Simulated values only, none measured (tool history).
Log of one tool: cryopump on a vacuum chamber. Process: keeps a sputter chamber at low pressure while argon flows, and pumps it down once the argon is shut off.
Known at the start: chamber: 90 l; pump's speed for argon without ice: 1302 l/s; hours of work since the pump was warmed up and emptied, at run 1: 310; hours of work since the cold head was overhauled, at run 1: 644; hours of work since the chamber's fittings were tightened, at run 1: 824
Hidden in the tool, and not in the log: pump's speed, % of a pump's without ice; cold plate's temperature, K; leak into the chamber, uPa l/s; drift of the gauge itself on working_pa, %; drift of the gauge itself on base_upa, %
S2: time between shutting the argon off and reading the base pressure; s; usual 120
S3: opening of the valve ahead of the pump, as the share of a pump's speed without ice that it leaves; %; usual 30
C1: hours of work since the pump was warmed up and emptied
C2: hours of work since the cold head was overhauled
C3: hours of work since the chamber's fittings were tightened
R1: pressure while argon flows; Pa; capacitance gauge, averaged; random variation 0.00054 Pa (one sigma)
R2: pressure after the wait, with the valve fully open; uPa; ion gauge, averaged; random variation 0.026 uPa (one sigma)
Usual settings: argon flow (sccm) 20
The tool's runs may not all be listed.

Run 1, hour 0.0: usual settings; C1 310; C2 644; C3 824. Result: R1 0.0905 Pa, R2 1.50 uPa.
Run 2, hour 12.5: usual settings; C1 321; C2 654; C3 835. Result: R1 0.0904 Pa, R2 1.47 uPa.
At hour 31.1: pump warmed up, emptied and cooled again.
Run 3, hour 43.2: usual settings; C1 10; C2 676; C3 856. Result: R1 0.0876 Pa, R2 1.42 uPa.
Run 4, hour 61.4: usual settings; C1 25; C2 691; C3 871. Result: R1 0.0868 Pa, R2 1.38 uPa.
Run 5, hour 72.9: usual settings; C1 34; C2 700; C3 880. Result: R1 0.0876 Pa, R2 1.44 uPa.
Run 6, hour 92.7: usual settings; C1 51; C2 716; C3 897. Result: R1 0.0878 Pa, R2 1.34 uPa.
Run 7, hour 116.3: usual settings; C1 70; C2 736; C3 916. Result: R1 0.0884 Pa, R2 1.43 uPa.
Run 8, hour 137.3: usual settings; C1 88; C2 753; C3 933. Result: R1 0.0876 Pa, R2 1.47 uPa.
Run 9, hour 155.9: usual settings; C1 103; C2 768; C3 949. Result: R1 0.0877 Pa, R2 1.44 uPa.
Run 10, hour 179.9: usual settings; C1 123; C2 788; C3 969. Result: R1 0.0888 Pa, R2 1.48 uPa.
Run 11, hour 191.9: usual settings but argon flow (sccm) 10; C1 133; C2 798; C3 978. Result: R1 0.0444 Pa, R2 1.50 uPa.
Run 12, hour 211.8: usual settings but argon flow (sccm) 10; C1 149; C2 815; C3 995. Result: R1 0.0448 Pa, R2 1.46 uPa.
Run 13, hour 227.4: usual settings but argon flow (sccm) 10; C1 162; C2 827; C3 1008. Result: R1 0.0447 Pa, R2 1.49 uPa.
Run 14, hour 246.7: usual settings but argon flow (sccm) 10; C1 178; C2 843; C3 1024. Result: R1 0.0440 Pa, R2 1.48 uPa.
Run 15, hour 264.7: usual settings but argon flow (sccm) 10, S2 56 s, S3 22 %; C1 193; C2 858; C3 1038. Result: R1 0.0605 Pa, R2 2.62 uPa.
Run 16, hour 281.9: usual settings but argon flow (sccm) 38, S2 61 s, S3 28 %; C1 207; C2 872; C3 1053. Result: R1 0.1825 Pa, R2 2.38 uPa.
Run 17, hour 294.3: usual settings but argon flow (sccm) 10, S2 45 s, S3 16 %; C1 217; C2 883; C3 1063. Result: R1 0.0830 Pa, R2 3.04 uPa.
Run 18, hour 320.6: usual settings but S3 26 %; C1 239; C2 904; C3 1085. Result: R1 0.1033 Pa, R2 1.51 uPa.
Run 19, hour 340.8: usual settings but argon flow (sccm) 15, S2 78 s, S3 33 %; C1 255; C2 921; C3 1101. Result: R1 0.0607 Pa, R2 1.98 uPa.
Run 20, hour 366.6: usual settings but argon flow (sccm) 15, S2 78 s, S3 33 %; C1 277; C2 942; C3 1122. Result: R1 0.0614 Pa, R2 2.06 uPa.
Run 21, hour 387.5: usual settings but argon flow (sccm) 9, S2 78 s, S3 58 %; C1 294; C2 959; C3 1140. Result: R1 0.0219 Pa, R2 2.04 uPa.
Run 22, hour 407.7: usual settings but argon flow (sccm) 9, S2 78 s, S3 58 %; C1 310; C2 976; C3 1156. Result: R1 0.0224 Pa, R2 2.08 uPa.
Run 23, hour 423.9: usual settings but argon flow (sccm) 9, S2 78 s, S3 58 %; C1 324; C2 989; C3 1170. Result: R1 0.0225 Pa, R2 2.07 uPa.
At hour 438.5: pump warmed up, emptied and cooled again.
Run 24, hour 445.0: usual settings but argon flow (sccm) 9, S2 78 s, S3 58 %; C1 5; C2 1003; C3 1183. Result: R1 0.0209 Pa, R2 1.93 uPa.
Run 25, hour 457.7: usual settings but argon flow (sccm) 13, S2 35 s, S3 20 %; C1 16; C2 1013; C3 1193. Result: R1 0.0850 Pa, R2 3.64 uPa.

Hidden state or all else? Some run-to-run changes of R1, split into what the settings, what came in and random variation would give without the hidden state, and what is left for the hidden state (with any gauge scatter that isn't in both results):
Run 15 -> 16: argon flow (sccm) 10 -> 38, S2 56 -> 61, S3 22 -> 28. R1 +0.1220 Pa: hidden state +0.0042, all else +0.1178.
Run 16 -> 17: argon flow (sccm) 38 -> 10, S2 61 -> 45, S3 28 -> 16. R1 -0.0995 Pa: hidden state -0.0040, all else -0.0955.

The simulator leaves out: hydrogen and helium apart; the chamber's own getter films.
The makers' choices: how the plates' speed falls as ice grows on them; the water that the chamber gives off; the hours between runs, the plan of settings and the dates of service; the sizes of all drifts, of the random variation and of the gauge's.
